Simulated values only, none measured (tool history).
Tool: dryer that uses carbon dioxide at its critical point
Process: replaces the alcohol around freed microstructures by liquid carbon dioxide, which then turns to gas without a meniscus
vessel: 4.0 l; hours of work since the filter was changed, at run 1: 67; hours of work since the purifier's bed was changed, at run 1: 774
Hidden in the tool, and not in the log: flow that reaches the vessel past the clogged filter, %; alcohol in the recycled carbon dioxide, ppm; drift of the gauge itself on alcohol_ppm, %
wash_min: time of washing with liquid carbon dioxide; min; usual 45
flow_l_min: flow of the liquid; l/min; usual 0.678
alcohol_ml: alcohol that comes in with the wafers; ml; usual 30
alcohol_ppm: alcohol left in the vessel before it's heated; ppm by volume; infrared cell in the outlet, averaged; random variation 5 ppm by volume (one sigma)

run,day,wash_min,flow_l_min,alcohol_ml,hours of work since the filter was changed,hours of work since the purifier's bed was changed,alcohol_ppm
1,0.000,45,0.678,30,67,774,210
# day 2.675: purifier's bed changed
2,2.679,45,0.678,30,106,0,23
3,4.704,45,0.678,30,137,31,33
4,7.100,45,0.678,30,174,68,36
5,9.675,45,0.678,100,214,108,94
6,11.238,45,0.678,30,238,132,64
# day 13.621: inlet filter changed
7,13.983,46,0.678,30,6,174,58
8,16.221,46,0.678,30,40,209,74
9,17.429,46,0.678,30,59,228,84
10,18.646,32,0.678,30,78,246,153
11,21.279,32,0.678,30,118,287,176
12,22.942,32,0.678,30,144,313,173
13,24.821,35,0.417,72,173,342,1096
14,27.150,63,0.947,46,209,378,98
15,28.933,63,0.947,46,237,406,112
16,31.146,55,0.678,118,271,440,127
# day 31.558: inlet filter changed
17,33.000,51,0.446,80,22,468,304
18,34.729,51,0.446,80,49,495,314
19,36.921,45,0.648,30,83,529,151
20,38.400,45,0.648,30,106,551,164
21,39.646,45,0.442,30,125,571,288
22,42.125,62,0.448,21,163,609,162
23,43.325,62,0.448,45,182,628,203
24,45.508,62,0.448,45,216,661,205

Forecast each of these 5 alternatives for the next run:
A,47.779,33,0.678,30,251,697,?
B,47.779,69,1.125,45,251,697,?
C,47.779,39,1.029,109,251,697,?
D,47.779,45,0.440,30,251,697,?
E,47.779,56,0.989,52,251,697,?

run,alcohol_ppm
A,257
B,175
C,200
D,334
E,182
Without the tool's hidden state the same runs would have given:
run,alcohol_ppm
A,62
B,5
C,16
D,124
E,7

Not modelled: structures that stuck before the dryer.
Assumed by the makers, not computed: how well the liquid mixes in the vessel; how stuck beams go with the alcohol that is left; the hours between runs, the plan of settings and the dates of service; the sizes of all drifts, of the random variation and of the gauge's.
